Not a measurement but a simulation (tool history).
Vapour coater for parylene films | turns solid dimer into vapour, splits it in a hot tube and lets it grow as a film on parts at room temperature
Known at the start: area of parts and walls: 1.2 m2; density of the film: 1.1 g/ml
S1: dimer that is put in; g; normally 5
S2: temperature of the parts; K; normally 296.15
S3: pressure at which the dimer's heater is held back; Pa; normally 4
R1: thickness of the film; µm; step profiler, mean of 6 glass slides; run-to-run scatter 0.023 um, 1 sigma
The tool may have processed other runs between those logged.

run	day	S1	S2	S3	R1
1	0	5	296.15	4	2.79
2	2.421	5	293.15	4	3.17
3	3.942	6	296.15	4	3.3
4	6.142	5	296.15	4	2.77
5	8.65	5	296.15	4	2.68
6	11.171	5	296.15	4	2.72
7	13.971	5	296.15	4	2.67
8	17.008	5	296.15	4	2.65
9	19.125	7	296.15	4	3.66
10	20.933	7	296.15	4	3.66
11	23.075	7	291.15	4	4.57
12	24.621	7	291.15	4	4.56
13	26.462	5	298.15	4	2.36
14	29.029	5	298.15	4	2.3
15	30.746	6	292.15	2.3	3.96
16	32.388	6	306.15	4	1.85
17	33.717	6	306.15	4	1.89
# day 36.321: trap's valve overhauled
18	36.671	6	306.15	4	2.08
19	38.762	6	306.15	4	2.05
20	40.417	2	301.15	8.93	0.8
21	42.396	2	301.15	8.93	0.78
22	44.392	2	289.15	2.08	1.46
23	46.725	2	289.15	2.08	1.45
24	48.488	5	306.15	9.69	1.49
25	49.912	9	300.15	4.55	3.88

Some steps in R1, run to run, broken into two amounts with sign: the step expected even without the hidden condition (settings, incoming material, random variation), and the rest, left for the hidden condition together with whatever gauge scatter is not in both the measured and the hidden-condition-free result:
What the log doesn't record here: vapour lost through the trap's worn valve, %; true temperature of the parts over the reading, C; drift of the gauge itself on film_um, %.
Run 12 -> 13: S1 7 -> 5, S2 291.15 -> 298.15. R1 -2.2 µm: hidden state +0.18, all else -2.38.
Run 15 -> 16: S2 292.15 -> 306.15, S3 2.3 -> 4. R1 -2.11 µm: hidden state +0.22, all else -2.33.
Run 17 -> 18: trap's valve overhauled. R1 +0.19 µm: hidden state +0.21, all else -0.02.
Run 24 -> 25: S1 5 -> 9, S2 306.15 -> 300.15, S3 9.69 -> 4.55. R1 +2.39 µm: hidden state -0.14, all else +2.53.
